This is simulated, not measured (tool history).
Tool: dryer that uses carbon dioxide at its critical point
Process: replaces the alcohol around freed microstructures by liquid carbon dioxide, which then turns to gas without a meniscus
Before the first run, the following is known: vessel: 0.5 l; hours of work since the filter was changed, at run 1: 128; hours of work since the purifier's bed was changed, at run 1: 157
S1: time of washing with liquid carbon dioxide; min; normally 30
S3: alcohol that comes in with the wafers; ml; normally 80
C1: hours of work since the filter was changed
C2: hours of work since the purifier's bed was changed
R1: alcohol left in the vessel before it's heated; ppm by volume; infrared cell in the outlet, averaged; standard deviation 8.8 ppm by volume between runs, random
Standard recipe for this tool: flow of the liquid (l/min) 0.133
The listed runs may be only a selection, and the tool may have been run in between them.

Run 1, hour 0: usual settings; C1 128; C2 157. Result: R1 688 ppm by volume.
Run 2, hour 20.1: usual settings but S3 69 ml; C1 135; C2 163. Result: R1 595 ppm by volume.
Run 3, hour 40: usual settings but S3 69 ml; C1 141; C2 170. Result: R1 609 ppm by volume.
Run 4, hour 77.3: usual settings but S3 69 ml; C1 153; C2 181. Result: R1 619 ppm by volume.
Run 5, hour 95.3: usual settings but S3 69 ml; C1 159; C2 187. Result: R1 634 ppm by volume.
Run 6, hour 119.8: usual settings but S3 69 ml; C1 166; C2 195. Result: R1 636 ppm by volume.
Run 7, hour 156.7: usual settings; C1 178; C2 207. Result: R1 724 ppm by volume.
Run 8, hour 194.6: usual settings but S3 61 ml; C1 190; C2 219. Result: R1 616 ppm by volume.
Run 9, hour 220.7: usual settings; C1 198; C2 227. Result: R1 768 ppm by volume.
Run 10, hour 256: usual settings; C1 210; C2 238. Result: R1 809 ppm by volume.
Run 11, hour 291: usual settings but S1 28 min; C1 221; C2 249. Result: R1 1135 ppm by volume.
Run 12, hour 323.4: usual settings but S1 33 min; C1 231; C2 259. Result: R1 519 ppm by volume.
Run 13, hour 349.4: usual settings but S1 33 min; C1 239; C2 268. Result: R1 512 ppm by volume.
Run 14, hour 376.2: usual settings but S1 33 min; C1 248; C2 276. Result: R1 555 ppm by volume.
Run 15, hour 403.1: usual settings but flow of the liquid (l/min) 0.11, S3 24 ml; C1 256; C2 285. Result: R1 701 ppm by volume.
Run 16, hour 424.7: usual settings but flow of the liquid (l/min) 0.172, S3 36 ml; C1 263; C2 291. Result: R1 136 ppm by volume.
Run 17, hour 456.9: usual settings but S1 28 min, flow of the liquid (l/min) 0.172, S3 77 ml; C1 273; C2 302. Result: R1 319 ppm by volume.
Run 18, hour 491.6: usual settings but S1 26 min, flow of the liquid (l/min) 0.112, S3 98 ml; C1 284; C2 313. Result: R1 4605 ppm by volume.
Run 19, hour 523.6: usual settings but S1 32 min, flow of the liquid (l/min) 0.137, S3 59 ml; C1 294; C2 323. Result: R1 472 ppm by volume.
Run 20, hour 542.7: usual settings but flow of the liquid (l/min) 0.168, S3 73 ml; C1 300; C2 329. Result: R1 274 ppm by volume.
Run 21, hour 583.4: usual settings but flow of the liquid (l/min) 0.082, S3 42 ml; C1 313; C2 342. Result: R1 3885 ppm by volume.
Run 22, hour 615.2: usual settings but S1 27 min, flow of the liquid (l/min) 0.127; C1 323; C2 352. Result: R1 2030 ppm by volume.
Run 23, hour 656.4: usual settings but S1 27 min, flow of the liquid (l/min) 0.127; C1 336; C2 365. Result: R1 2095 ppm by volume.
Run 24, hour 691.3: usual settings but S1 27 min, flow of the liquid (l/min) 0.127; C1 347; C2 376. Result: R1 2088 ppm by volume.
Run 25, hour 723.4: usual settings but S1 27 min, flow of the liquid (l/min) 0.127; C1 358; C2 386. Result: R1 2139 ppm by volume.
Run 26, hour 763.8: usual settings but S1 23 min, flow of the liquid (l/min) 0.202, S3 52 ml; C1 370; C2 399. Result: R1 331 ppm by volume.
Run 27, hour 786.4: usual settings but S1 42 min, S3 97 ml; C1 378; C2 406. Result: R1 250 ppm by volume.
Run 28, hour 815.8: usual settings but S3 23 ml; C1 387; C2 415. Result: R1 393 ppm by volume.

Hidden state or all else? Some run-to-run changes of R1, split into what the settings, what came in and random variation would give without the hidden state, and what is left for the hidden state (with any gauge scatter that isn't in both results):
Unlogged tool condition in this case: flow that reaches the vessel past the clogged filter, %; alcohol in the recycled carbon dioxide, ppm; drift of the gauge itself on alcohol_ppm, %.
Run 17 -> 18: S1 28 -> 26, flow of the liquid (l/min) 0.172 -> 0.112, S3 77 -> 98. R1 +4286 ppm by volume: hidden state +1438, all else +2848.
Run 18 -> 19: S1 26 -> 32, flow of the liquid (l/min) 0.112 -> 0.137, S3 98 -> 59. R1 -4133 ppm by volume: hidden state -1367, all else -2766.
